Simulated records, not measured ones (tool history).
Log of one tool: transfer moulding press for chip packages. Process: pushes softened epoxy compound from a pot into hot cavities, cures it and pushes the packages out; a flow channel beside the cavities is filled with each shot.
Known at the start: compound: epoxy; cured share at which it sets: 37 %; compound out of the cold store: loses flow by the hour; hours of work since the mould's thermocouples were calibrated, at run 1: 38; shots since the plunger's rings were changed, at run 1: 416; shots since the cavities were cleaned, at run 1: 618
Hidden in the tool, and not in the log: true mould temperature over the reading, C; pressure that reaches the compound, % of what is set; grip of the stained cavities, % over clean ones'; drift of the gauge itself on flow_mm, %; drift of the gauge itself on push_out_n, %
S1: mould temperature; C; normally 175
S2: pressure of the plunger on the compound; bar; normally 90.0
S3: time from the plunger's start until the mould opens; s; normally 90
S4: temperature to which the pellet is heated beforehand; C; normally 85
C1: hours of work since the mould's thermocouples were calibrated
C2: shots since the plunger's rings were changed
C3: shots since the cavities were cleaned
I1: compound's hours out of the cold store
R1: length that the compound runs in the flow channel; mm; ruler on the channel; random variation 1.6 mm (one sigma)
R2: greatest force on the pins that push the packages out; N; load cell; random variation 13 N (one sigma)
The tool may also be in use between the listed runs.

{"run": 1, "hour": 0.0, "S1": 175, "S2": 90.0, "S3": 90, "S4": 85, "C1": 38, "C2": 416, "C3": 618, "I1": 35.7, "R1": 910, "R2": 1052}
{"hour": 20.7, "done": "cavities cleaned with cleaning compound and waxed"}
{"run": 2, "hour": 29.2, "S1": 175, "S2": 90.0, "S3": 90, "S4": 85, "C1": 52, "C2": 704, "C3": 88, "I1": 17.6, "R1": 982, "R2": 733}
{"run": 3, "hour": 58.3, "S1": 175, "S2": 90.0, "S3": 90, "S4": 85, "C1": 66, "C2": 1006, "C3": 390, "I1": 36.1, "R1": 904, "R2": 951}
{"run": 4, "hour": 85.9, "S1": 175, "S2": 90.0, "S3": 90, "S4": 85, "C1": 79, "C2": 1293, "C3": 677, "I1": 24.3, "R1": 949, "R2": 1124}
{"hour": 101.3, "done": "cavities cleaned with cleaning compound and waxed"}
{"run": 5, "hour": 115.8, "S1": 175, "S2": 90.0, "S3": 90, "S4": 85, "C1": 93, "C2": 1589, "C3": 151, "I1": 44.7, "R1": 869, "R2": 756}
{"run": 6, "hour": 137.6, "S1": 175, "S2": 90.0, "S3": 79, "S4": 85, "C1": 103, "C2": 1816, "C3": 378, "I1": 15.7, "R1": 982, "R2": 1453}
{"hour": 184.1, "done": "cavities cleaned with cleaning compound and waxed"}
{"run": 7, "hour": 185.2, "S1": 175, "S2": 90.0, "S3": 79, "S4": 85, "C1": 126, "C2": 2296, "C3": 11, "I1": 16.4, "R1": 979, "R2": 909}
{"run": 8, "hour": 224.0, "S1": 175, "S2": 72.6, "S3": 90, "S4": 85, "C1": 144, "C2": 2699, "C3": 414, "I1": 36.8, "R1": 802, "R2": 940}
{"hour": 263.6, "done": "cavities cleaned with cleaning compound and waxed"}
{"run": 9, "hour": 263.6, "S1": 175, "S2": 72.6, "S3": 90, "S4": 85, "C1": 163, "C2": 3095, "C3": 0, "I1": 36.1, "R1": 798, "R2": 624}
{"run": 10, "hour": 293.7, "S1": 175, "S2": 72.6, "S3": 90, "S4": 85, "C1": 177, "C2": 3409, "C3": 314, "I1": 38.4, "R1": 790, "R2": 889}
{"hour": 329.6, "done": "plunger's sealing rings changed"}
{"run": 11, "hour": 336.7, "S1": 175, "S2": 90.0, "S3": 90, "S4": 93, "C1": 197, "C2": 74, "C3": 735, "I1": 47.5, "R1": 864, "R2": 998}
{"hour": 345.8, "done": "cavities cleaned with cleaning compound and waxed"}
{"run": 12, "hour": 365.2, "S1": 175, "S2": 90.0, "S3": 90, "S4": 93, "C1": 210, "C2": 355, "C3": 202, "I1": 11.3, "R1": 1010, "R2": 841}
{"run": 13, "hour": 401.4, "S1": 175, "S2": 90.0, "S3": 90, "S4": 93, "C1": 228, "C2": 731, "C3": 578, "I1": 12.0, "R1": 1007, "R2": 1104}
{"hour": 426.0, "done": "cavities cleaned with cleaning compound and waxed"}
{"run": 14, "hour": 435.4, "S1": 175, "S2": 93.5, "S3": 90, "S4": 85, "C1": 243, "C2": 1070, "C3": 98, "I1": 19.8, "R1": 988, "R2": 724}
{"run": 15, "hour": 475.6, "S1": 175, "S2": 93.5, "S3": 90, "S4": 85, "C1": 263, "C2": 1487, "C3": 515, "I1": 30.1, "R1": 942, "R2": 1025}
{"hour": 506.0, "done": "cavities cleaned with cleaning compound and waxed"}
{"run": 16, "hour": 521.4, "S1": 175, "S2": 84.1, "S3": 90, "S4": 87, "C1": 284, "C2": 1949, "C3": 160, "I1": 23.8, "R1": 913, "R2": 787}
{"hour": 525.3, "done": "mould's thermocouples calibrated"}
{"run": 17, "hour": 557.2, "S1": 175, "S2": 84.1, "S3": 90, "S4": 87, "C1": 15, "C2": 2301, "C3": 512, "I1": 8.9, "R1": 970, "R2": 1074}
{"hour": 588.1, "done": "cavities cleaned with cleaning compound and waxed"}
{"run": 18, "hour": 595.8, "S1": 178, "S2": 87.7, "S3": 90, "S4": 87, "C1": 33, "C2": 2686, "C3": 80, "I1": 34.1, "R1": 878, "R2": 541}
{"run": 19, "hour": 629.9, "S1": 182, "S2": 94.1, "S3": 90, "S4": 85, "C1": 50, "C2": 3041, "C3": 435, "I1": 28.6, "R1": 915, "R2": 704}
{"run": 20, "hour": 656.0, "S1": 171, "S2": 76.3, "S3": 90, "S4": 94, "C1": 63, "C2": 3312, "C3": 706, "I1": 38.9, "R1": 819, "R2": 1324}
{"hour": 667.8, "done": "cavities cleaned with cleaning compound and waxed"}
{"run": 21, "hour": 679.4, "S1": 172, "S2": 82.6, "S3": 106, "S4": 82, "C1": 73, "C2": 3541, "C3": 122, "I1": 44.7, "R1": 828, "R2": 592}
{"hour": 701.8, "done": "plunger's sealing rings changed"}
{"hour": 719.9, "done": "mould's thermocouples calibrated, once more"}
{"run": 22, "hour": 720.8, "S1": 172, "S2": 99.3, "S3": 112, "S4": 94, "C1": 0, "C2": 178, "C3": 506, "I1": 12.5, "R1": 1073, "R2": 829}
{"hour": 752.7, "done": "cavities cleaned with cleaning compound and waxed"}
{"run": 23, "hour": 767.0, "S1": 175, "S2": 91.0, "S3": 90, "S4": 80, "C1": 22, "C2": 642, "C3": 149, "I1": 11.6, "R1": 1022, "R2": 880}
{"run": 24, "hour": 793.5, "S1": 175, "S2": 91.0, "S3": 90, "S4": 80, "C1": 35, "C2": 918, "C3": 425, "I1": 23.6, "R1": 967, "R2": 1110}
{"hour": 833.2, "done": "cavities cleaned with cleaning compound and waxed"}
{"run": 25, "hour": 840.9, "S1": 175, "S2": 91.0, "S3": 90, "S4": 80, "C1": 57, "C2": 1396, "C3": 81, "I1": 16.2, "R1": 992, "R2": 819}
{"run": 26, "hour": 865.4, "S1": 175, "S2": 90.0, "S3": 99, "S4": 85, "C1": 69, "C2": 1650, "C3": 335, "I1": 41.7, "R1": 881, "R2": 738}
{"run": 27, "hour": 910.4, "S1": 175, "S2": 90.0, "S3": 99, "S4": 85, "C1": 91, "C2": 2118, "C3": 803, "I1": 16.0, "R1": 985, "R2": 1012}
{"hour": 915.3, "done": "cavities cleaned with cleaning compound and waxed"}
{"run": 28, "hour": 942.1, "S1": 175, "S2": 101.8, "S3": 77, "S4": 85, "C1": 105, "C2": 2432, "C3": 278, "I1": 27.9, "R1": 988, "R2": 1392}

What if the next run were any one of these 3? Each begins from the tool's condition after run 28:
{"run": "A", "hour": 962.5, "S1": 175, "S2": 90.0, "S3": 95, "S4": 91, "C1": 115, "C2": 2645, "C3": 491, "I1": 28.2, "R1": "?", "R2": "?"}
{"run": "B", "hour": 962.5, "S1": 175, "S2": 90.0, "S3": 90, "S4": 91, "C1": 115, "C2": 2645, "C3": 491, "I1": 34.4, "R1": "?", "R2": "?"}
{"run": "C", "hour": 962.5, "S1": 176, "S2": 77.8, "S3": 77, "S4": 87, "C1": 115, "C2": 2645, "C3": 491, "I1": 32.8, "R1": "?", "R2": "?"}

run=A R1=929 R2=937
run=B R1=904 R2=1093
run=C R1=840 R2=1453
Take away the tool's hidden state, keep each run's random variation, and the runs would have read:
run=A R1=947 R2=554
run=B R1=921 R2=646
run=C R1=856 R2=858
